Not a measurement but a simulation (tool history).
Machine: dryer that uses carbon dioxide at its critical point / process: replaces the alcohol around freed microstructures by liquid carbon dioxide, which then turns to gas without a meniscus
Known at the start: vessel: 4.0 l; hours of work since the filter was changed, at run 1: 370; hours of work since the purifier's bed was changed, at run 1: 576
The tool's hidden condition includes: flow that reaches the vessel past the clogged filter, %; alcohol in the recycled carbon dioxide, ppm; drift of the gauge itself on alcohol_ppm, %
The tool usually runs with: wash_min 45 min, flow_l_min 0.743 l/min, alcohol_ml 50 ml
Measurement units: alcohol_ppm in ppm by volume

| run | hour | wash_min | flow_l_min | alcohol_ml | hours of work since the filter was changed | hours of work since the purifier's bed was changed | alcohol_ppm |
|---|---|---|---|---|---|---|---|
| 1 | 0 | 45 | 0.743 | 50 | 370 | 576 | 135 |
| 2 | 14.2 | 45 | 0.859 | 50 | 378 | 584 | 120 |
| 3 | 36.8 | 32 | 0.859 | 50 | 391 | 597 | 208 |
| 4 | 63.3 | 45 | 0.743 | 50 | 406 | 613 | 142 |
| 5 | 80.2 | 45 | 0.743 | 50 | 416 | 622 | 154 |
|  | 83.5 | inlet filter changed |
| 6 | 94.2 | 45 | 0.743 | 54 | 6 | 630 | 129 |
| 7 | 108 | 45 | 0.743 | 50 | 14 | 638 | 130 |
| 8 | 133.4 | 45 | 0.743 | 50 | 29 | 652 | 134 |
| 9 | 154 | 45 | 0.743 | 50 | 40 | 664 | 148 |
| 10 | 165.2 | 45 | 0.743 | 50 | 47 | 670 | 130 |
| 11 | 184.7 | 56 | 0.66 | 50 | 58 | 682 | 132 |
| 12 | 207 | 33 | 0.89 | 29 | 71 | 694 | 148 |
| 13 | 220.6 | 33 | 0.89 | 29 | 79 | 702 | 152 |
| 14 | 245.1 | 33 | 0.89 | 29 | 93 | 716 | 146 |
| 15 | 270.6 | 33 | 0.89 | 29 | 107 | 731 | 158 |
| 16 | 288.4 | 42 | 0.927 | 99 | 117 | 741 | 145 |
| 17 | 310.5 | 53 | 1.231 | 50 | 130 | 754 | 135 |
| 18 | 326.1 | 45 | 0.885 | 50 | 139 | 763 | 146 |
| 19 | 351.4 | 72 | 0.885 | 50 | 154 | 777 | 146 |

Branching from run 19: 4 alternative next runs. What would each branch give?
| A | 368.8 | 59 | 1.179 | 116 | 164 | 787 | ? |
| B | 368.8 | 51 | 0.607 | 75 | 164 | 787 | ? |
| C | 368.8 | 41 | 0.645 | 66 | 164 | 787 | ? |
| D | 368.8 | 29 | 0.976 | 50 | 164 | 787 | ? |

| run | alcohol_ppm |
|---|---|
| A | 142 |
| B | 183 |
| C | 229 |
| D | 194 |
Had the tool no hidden state, the same runs would have come out as:
| run | alcohol_ppm |
|---|---|
| A | 2 |
| B | 34 |
| C | 65 |
| D | 41 |
